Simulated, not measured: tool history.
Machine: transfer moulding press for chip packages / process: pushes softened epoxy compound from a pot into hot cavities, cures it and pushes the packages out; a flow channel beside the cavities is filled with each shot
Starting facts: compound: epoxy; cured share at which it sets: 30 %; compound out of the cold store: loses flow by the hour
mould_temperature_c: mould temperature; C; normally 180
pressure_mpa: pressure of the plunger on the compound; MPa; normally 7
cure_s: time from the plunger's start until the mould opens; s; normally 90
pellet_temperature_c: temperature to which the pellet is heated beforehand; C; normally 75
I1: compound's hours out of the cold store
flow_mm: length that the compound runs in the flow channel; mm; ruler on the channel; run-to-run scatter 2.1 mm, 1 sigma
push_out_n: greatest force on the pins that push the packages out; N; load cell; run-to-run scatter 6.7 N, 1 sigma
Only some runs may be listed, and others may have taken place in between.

run 1 day=0 | mould_temperature_c=180 pressure_mpa=7 cure_s=90 pellet_temperature_c=75 | I1=37.4 | flow_mm=483 push_out_n=445
-- day=0.838 cavities cleaned with cleaning compound and waxed
run 2 day=0.838 | mould_temperature_c=180 pressure_mpa=7 cure_s=90 pellet_temperature_c=75 | I1=39.8 | flow_mm=474 push_out_n=497
run 3 day=1.608 | mould_temperature_c=180 pressure_mpa=7 cure_s=90 pellet_temperature_c=75 | I1=8.6 | flow_mm=544 push_out_n=539
run 4 day=2.562 | mould_temperature_c=180 pressure_mpa=7 cure_s=90 pellet_temperature_c=75 | I1=35.1 | flow_mm=482 push_out_n=499
run 5 day=3.008 | mould_temperature_c=180 pressure_mpa=7 cure_s=90 pellet_temperature_c=75 | I1=37.1 | flow_mm=475 push_out_n=509
-- day=3.254 cavities cleaned with cleaning compound and waxed
run 6 day=3.812 | mould_temperature_c=180 pressure_mpa=7 cure_s=90 pellet_temperature_c=75 | I1=42.1 | flow_mm=461 push_out_n=377
run 7 day=4.65 | mould_temperature_c=180 pressure_mpa=7 cure_s=90 pellet_temperature_c=75 | I1=47.5 | flow_mm=447 push_out_n=427
-- day=5.721 cavities cleaned with cleaning compound and waxed, once more
run 8 day=5.808 | mould_temperature_c=180 pressure_mpa=7 cure_s=90 pellet_temperature_c=75 | I1=40.4 | flow_mm=457 push_out_n=334
run 9 day=6.671 | mould_temperature_c=180 pressure_mpa=7.71 cure_s=90 pellet_temperature_c=75 | I1=21.3 | flow_mm=522 push_out_n=414
run 10 day=7.3 | mould_temperature_c=180 pressure_mpa=6.91 cure_s=90 pellet_temperature_c=75 | I1=14.5 | flow_mm=508 push_out_n=444
-- day=8.167 cavities cleaned with cleaning compound and waxed
run 11 day=8.346 | mould_temperature_c=180 pressure_mpa=6.91 cure_s=90 pellet_temperature_c=75 | I1=25.8 | flow_mm=476 push_out_n=353
-- day=8.679 plunger's sealing rings changed
run 12 day=8.9 | mould_temperature_c=180 pressure_mpa=7 cure_s=90 pellet_temperature_c=75 | I1=44.7 | flow_mm=476 push_out_n=371
run 13 day=9.938 | mould_temperature_c=180 pressure_mpa=7 cure_s=90 pellet_temperature_c=75 | I1=8.2 | flow_mm=561 push_out_n=464
run 14 day=10.467 | mould_temperature_c=180 pressure_mpa=7 cure_s=90 pellet_temperature_c=75 | I1=44.7 | flow_mm=472 push_out_n=454
-- day=10.692 cavities cleaned with cleaning compound and waxed
run 15 day=11.558 | mould_temperature_c=180 pressure_mpa=7 cure_s=90 pellet_temperature_c=75 | I1=15.9 | flow_mm=531 push_out_n=415
run 16 day=12.146 | mould_temperature_c=180 pressure_mpa=7 cure_s=87 pellet_temperature_c=75 | I1=45.2 | flow_mm=465 push_out_n=456
run 17 day=12.867 | mould_temperature_c=185 pressure_mpa=7.09 cure_s=128 pellet_temperature_c=77 | I1=10.9 | flow_mm=536 push_out_n=405
-- day=13.1 cavities cleaned with cleaning compound and waxed
run 18 day=13.733 | mould_temperature_c=173 pressure_mpa=7 cure_s=83 pellet_temperature_c=75 | I1=10 | flow_mm=554 push_out_n=751
run 19 day=14.454 | mould_temperature_c=173 pressure_mpa=7 cure_s=104 pellet_temperature_c=78 | I1=19.4 | flow_mm=527 push_out_n=481
run 20 day=15.317 | mould_temperature_c=173 pressure_mpa=5.58 cure_s=104 pellet_temperature_c=76 | I1=42 | flow_mm=419 push_out_n=515
-- day=15.517 cavities cleaned with cleaning compound and waxed
run 21 day=16.404 | mould_temperature_c=173 pressure_mpa=7.33 cure_s=104 pellet_temperature_c=67 | I1=36.4 | flow_mm=495 push_out_n=422
run 22 day=17.058 | mould_temperature_c=173 pressure_mpa=7.29 cure_s=89 pellet_temperature_c=67 | I1=30.7 | flow_mm=502 push_out_n=665
run 23 day=17.829 | mould_temperature_c=173 pressure_mpa=7.29 cure_s=89 pellet_temperature_c=67 | I1=43.1 | flow_mm=471 push_out_n=678
-- day=17.967 cavities cleaned with cleaning compound and waxed
-- day=18.95 mould's thermocouples calibrated
run 24 day=19.004 | mould_temperature_c=185 pressure_mpa=7 cure_s=71 pellet_temperature_c=75 | I1=15.9 | flow_mm=502 push_out_n=516
run 25 day=19.867 | mould_temperature_c=185 pressure_mpa=7 cure_s=71 pellet_temperature_c=75 | I1=19.9 | flow_mm=486 push_out_n=594
-- day=20.233 plunger's sealing rings changed
run 26 day=20.412 | mould_temperature_c=180 pressure_mpa=7 cure_s=72 pellet_temperature_c=75 | I1=8.4 | flow_mm=565 push_out_n=834
-- day=20.554 cavities cleaned with cleaning compound and waxed
run 27 day=21.404 | mould_temperature_c=184 pressure_mpa=7 cure_s=110 pellet_temperature_c=75 | I1=45.5 | flow_mm=466 push_out_n=354

Each row is a separate what-if for the run after 27, all from the same tool condition, not one after another. Results?
run A day=21.946 | mould_temperature_c=180 pressure_mpa=7 cure_s=90 pellet_temperature_c=82 | I1=17.6 | flow_mm=? push_out_n=?
run B day=21.946 | mould_temperature_c=184 pressure_mpa=6.99 cure_s=103 pellet_temperature_c=83 | I1=40 | flow_mm=? push_out_n=?
run C day=21.946 | mould_temperature_c=184 pressure_mpa=7 cure_s=81 pellet_temperature_c=75 | I1=41.3 | flow_mm=? push_out_n=?

run=A flow_mm=536 push_out_n=451
run=B flow_mm=476 push_out_n=362
run=C flow_mm=473 push_out_n=436
Take away the tool's hidden state, keep each run's random variation, and the runs would have read:
run=A flow_mm=544 push_out_n=343
run=B flow_mm=483 push_out_n=273
run=C flow_mm=480 push_out_n=331

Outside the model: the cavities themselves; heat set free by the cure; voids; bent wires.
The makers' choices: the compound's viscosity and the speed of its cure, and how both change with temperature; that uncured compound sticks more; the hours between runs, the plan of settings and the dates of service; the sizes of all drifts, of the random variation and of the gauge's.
